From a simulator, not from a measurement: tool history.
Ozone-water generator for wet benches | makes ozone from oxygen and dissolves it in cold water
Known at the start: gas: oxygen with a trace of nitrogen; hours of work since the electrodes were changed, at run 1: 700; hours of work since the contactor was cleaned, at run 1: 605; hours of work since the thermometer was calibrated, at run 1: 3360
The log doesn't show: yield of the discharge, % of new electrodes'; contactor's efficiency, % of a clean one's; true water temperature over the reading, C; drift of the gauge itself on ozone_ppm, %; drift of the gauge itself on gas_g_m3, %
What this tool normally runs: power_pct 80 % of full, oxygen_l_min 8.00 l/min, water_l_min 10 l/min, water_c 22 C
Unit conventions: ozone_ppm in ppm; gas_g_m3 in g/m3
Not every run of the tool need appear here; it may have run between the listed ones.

run     day  power_pct  oxygen_l_min  water_l_min  water_c  hours of work since the electrodes were changed  hours of work since the contactor was cleaned  hours of work since the thermometer was calibrated  ozone_ppm  gas_g_m3
  1   0.000         80          8.00           10       22                                              700                                            605                                                3360       27.7     210.2
  2   2.896         80          8.00           10       22                                              768                                            672                                                3428       27.7     211.0
  3   4.483         80          8.00           10       22                                              805                                            709                                                3465       27.8     210.3
  4   7.538         91          8.00           10       22                                              876                                            780                                                3536       30.3     234.1
  5   9.192         80          8.00            9       22                                              914                                            819                                                3574       29.1     211.2
  6  11.475         80          8.00            9       22                                              967                                            872                                                3628       28.9     211.4
  7  13.550         80          8.00            9       22                                             1016                                            921                                                3676       29.2     212.1
  8  16.675         80          8.00            9       22                                             1089                                            993                                                3749       28.7     211.4
  9  18.083         80          8.00           10       22                                             1121                                           1026                                                3782       27.5     211.7
 10  19.838         80          8.00           10       22                                             1162                                           1067                                                3823       27.2     211.1
     20.146  -- water thermometer calibrated
 11  21.758         41          8.00           10       22                                             1207                                           1111                                                  38       16.6     128.4
 12  24.212         80          8.00           10       24                                             1264                                           1169                                                  95       25.9     208.7
 13  27.238         80          8.00           10       22                                             1334                                           1239                                                 165       27.4     211.6
 14  28.812         80          8.00           10       22                                             1371                                           1276                                                 202       27.3     210.4
 15  31.933         80          8.00           10       22                                             1444                                           1348                                                 275       26.8     209.3
 16  33.783         46          8.00           10       22                                             1487                                           1392                                                 318       17.9     141.1
 17  35.450         45          8.00           10       22                                             1526                                           1430                                                 357       17.7     137.4
     38.288  -- water thermometer calibrated, once more
 18  38.288         45          8.00           10       22                                             1591                                           1496                                                   0       17.6     138.0
 19  39.800         45          8.00           16       15                                             1627                                           1531                                                  35       15.4     137.3
 20  41.762         45          8.00           16       15                                             1672                                           1577                                                  81       15.3     137.5
 21  43.338         45          8.00           16       15                                             1709                                           1614                                                 118       15.4     138.0
 22  45.838         45          8.00            8       20                                             1767                                           1672                                                 176       21.4     137.8
 23  48.492         46          5.26           11       25                                             1829                                           1734                                                 238       17.9     178.3

Predict the results of run 24:
 24  51.371         62          5.71            9       25                                             1896                                           1801                                                 305          ?         ?

ozone_ppm: 24.6 ppm
gas_g_m3: 211.7 g/m3
Without the tool's hidden state the same run would have given ozone_ppm 26.0 ppm, gas_g_m3 217.2 g/m3.

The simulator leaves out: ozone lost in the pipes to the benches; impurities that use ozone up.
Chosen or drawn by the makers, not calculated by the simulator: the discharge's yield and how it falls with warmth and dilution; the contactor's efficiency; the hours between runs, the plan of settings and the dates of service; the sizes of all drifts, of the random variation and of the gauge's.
